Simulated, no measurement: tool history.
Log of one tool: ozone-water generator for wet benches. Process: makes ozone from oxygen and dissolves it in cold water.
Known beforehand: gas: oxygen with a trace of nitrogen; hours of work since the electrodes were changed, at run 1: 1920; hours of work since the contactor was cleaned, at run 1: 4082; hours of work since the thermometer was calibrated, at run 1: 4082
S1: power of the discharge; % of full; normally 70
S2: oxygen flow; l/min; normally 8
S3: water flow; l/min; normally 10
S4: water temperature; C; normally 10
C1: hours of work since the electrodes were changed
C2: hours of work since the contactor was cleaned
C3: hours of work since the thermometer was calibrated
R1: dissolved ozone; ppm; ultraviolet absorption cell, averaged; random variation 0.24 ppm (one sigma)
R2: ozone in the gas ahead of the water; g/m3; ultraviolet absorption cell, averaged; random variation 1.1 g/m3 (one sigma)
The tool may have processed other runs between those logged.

run 1 hour=0 | S1=70 S2=8 S3=10 S4=10 | C1=1920 C2=4082 C3=4082 | R1=37 R2=202.4
run 2 hour=28.8 | S1=70 S2=8 S3=10 S4=16 | C1=1949 C2=4111 C3=4111 | R1=32.3 R2=204
run 3 hour=83.9 | S1=70 S2=8 S3=10 S4=16 | C1=2004 C2=4166 C3=4166 | R1=32.5 R2=204.7
run 4 hour=126.8 | S1=70 S2=8 S3=10 S4=10 | C1=2046 C2=4209 C3=4209 | R1=37.1 R2=201.2
run 5 hour=160.2 | S1=70 S2=8 S3=10 S4=10 | C1=2080 C2=4242 C3=4242 | R1=37.2 R2=200.4
run 6 hour=183.8 | S1=70 S2=8 S3=10 S4=10 | C1=2103 C2=4266 C3=4266 | R1=36.5 R2=202.2
run 7 hour=224.2 | S1=70 S2=8 S3=10 S4=8 | C1=2144 C2=4306 C3=4306 | R1=39 R2=200.4
run 8 hour=251.7 | S1=70 S2=8 S3=10 S4=8 | C1=2171 C2=4334 C3=4334 | R1=38.1 R2=202.6
run 9 hour=301 | S1=70 S2=8 S3=10 S4=8 | C1=2221 C2=4383 C3=4383 | R1=38.8 R2=201.8
run 10 hour=351.5 | S1=70 S2=8 S3=10 S4=8 | C1=2271 C2=4433 C3=4433 | R1=38.3 R2=201.8
run 11 hour=391.8 | S1=70 S2=8 S3=10 S4=8 | C1=2311 C2=4474 C3=4474 | R1=38.2 R2=201.2
run 12 hour=447.8 | S1=70 S2=8 S3=10 S4=10 | C1=2367 C2=4529 C3=4529 | R1=36.8 R2=202.6
run 13 hour=477 | S1=70 S2=8 S3=10 S4=16 | C1=2396 C2=4559 C3=4559 | R1=32.3 R2=201.6
run 14 hour=502.4 | S1=70 S2=8 S3=10 S4=16 | C1=2422 C2=4584 C3=4584 | R1=31.8 R2=200.7
run 15 hour=529.2 | S1=70 S2=8 S3=10 S4=16 | C1=2448 C2=4611 C3=4611 | R1=32.4 R2=200.8
run 16 hour=553.6 | S1=70 S2=8 S3=10 S4=16 | C1=2473 C2=4635 C3=4635 | R1=32.9 R2=200.2
run 17 hour=593.3 | S1=70 S2=8 S3=10 S4=16 | C1=2513 C2=4675 C3=4675 | R1=32.1 R2=200.2
run 18 hour=618.7 | S1=70 S2=8 S3=11 S4=16 | C1=2538 C2=4700 C3=4700 | R1=30.7 R2=201
run 19 hour=665.4 | S1=96 S2=4.88 S3=11 S4=16 | C1=2585 C2=4747 C3=4747 | R1=47.8 R2=374.6
run 20 hour=706.2 | S1=70 S2=5.4 S3=11 S4=10 | C1=2625 C2=4788 C3=4788 | R1=39.2 R2=263.8
run 21 hour=751.1 | S1=70 S2=5.4 S3=11 S4=10 | C1=2670 C2=4832 C3=4832 | R1=38.6 R2=260.5
run 22 hour=782.5 | S1=77 S2=13.73 S3=14 S4=14 | C1=2702 C2=4864 C3=4864 | R1=24.7 R2=147.5
run 23 hour=826.9 | S1=77 S2=13.73 S3=14 S4=14 | C1=2746 C2=4908 C3=4908 | R1=24.3 R2=149.3
run 24 hour=854.9 | S1=70 S2=9.52 S3=10 S4=10 | C1=2774 C2=4936 C3=4936 | R1=34.9 R2=176.6
run 25 hour=879.8 | S1=70 S2=8 S3=8 S4=10 | C1=2799 C2=4961 C3=4961 | R1=41.9 R2=199.4
run 26 hour=922.6 | S1=42 S2=12.63 S3=15 S4=13 | C1=2842 C2=5004 C3=5004 | R1=14.4 R2=91.1
run 27 hour=964.1 | S1=71 S2=4.65 S3=8 S4=13 | C1=2883 C2=5045 C3=5045 | R1=48.2 R2=292.4
run 28 hour=992.5 | S1=71 S2=4.65 S3=6 S4=15 | C1=2911 C2=5074 C3=5074 | R1=55.2 R2=292
run 29 hour=1045.7 | S1=71 S2=4.65 S3=6 S4=15 | C1=2964 C2=5127 C3=5127 | R1=54.8 R2=292.3
run 30 hour=1068.6 | S1=71 S2=4.65 S3=6 S4=15 | C1=2987 C2=5150 C3=5150 | R1=54.9 R2=295.7
run 31 hour=1102.8 | S1=49 S2=10.9 S3=7 S4=9 | C1=3022 C2=5184 C3=5184 | R1=29.2 R2=115.1
run 32 hour=1153.1 | S1=70 S2=8 S3=10 S4=5 | C1=3072 C2=5234 C3=5234 | R1=41 R2=196.6

Each run again, without the hidden state but with its own random variation kept:
Hidden conditions of the tool in this case: yield of the discharge, % of new electrodes'; contactor's efficiency, % of a clean one's; true water temperature over the reading, C; drift of the gauge itself on ozone_ppm, %; drift of the gauge itself on gas_g_m3, %.
run=1 R2=202.5
run=2 R2=204.3
run=3 R2=205.3
run=4 R2=201.9
run=5 R2=201.3
run=6 R2=203.3
run=7 R2=201.7
run=8 R2=204
run=9 R2=203.5
run=10 R2=203.7
run=11 R2=203.4
run=12 R2=205.1
run=13 R2=204.2
run=14 R2=203.5
run=15 R2=203.7
run=16 R2=203.2
run=17 R2=203.4
run=18 R2=204.4
run=19 R2=381.5
run=20 R2=268.8
run=21 R2=265.8
run=22 R2=150.6
run=23 R2=152.7
run=24 R2=180.7
run=25 R2=204.1
run=26 R2=93.3
run=27 R2=300
run=28 R2=299.8
run=29 R2=300.6
run=30 R2=304.3
run=31 R2=118.5
run=32 R2=202.7
R1: differs from the measured result by no more than 0.1 ppm in any run.
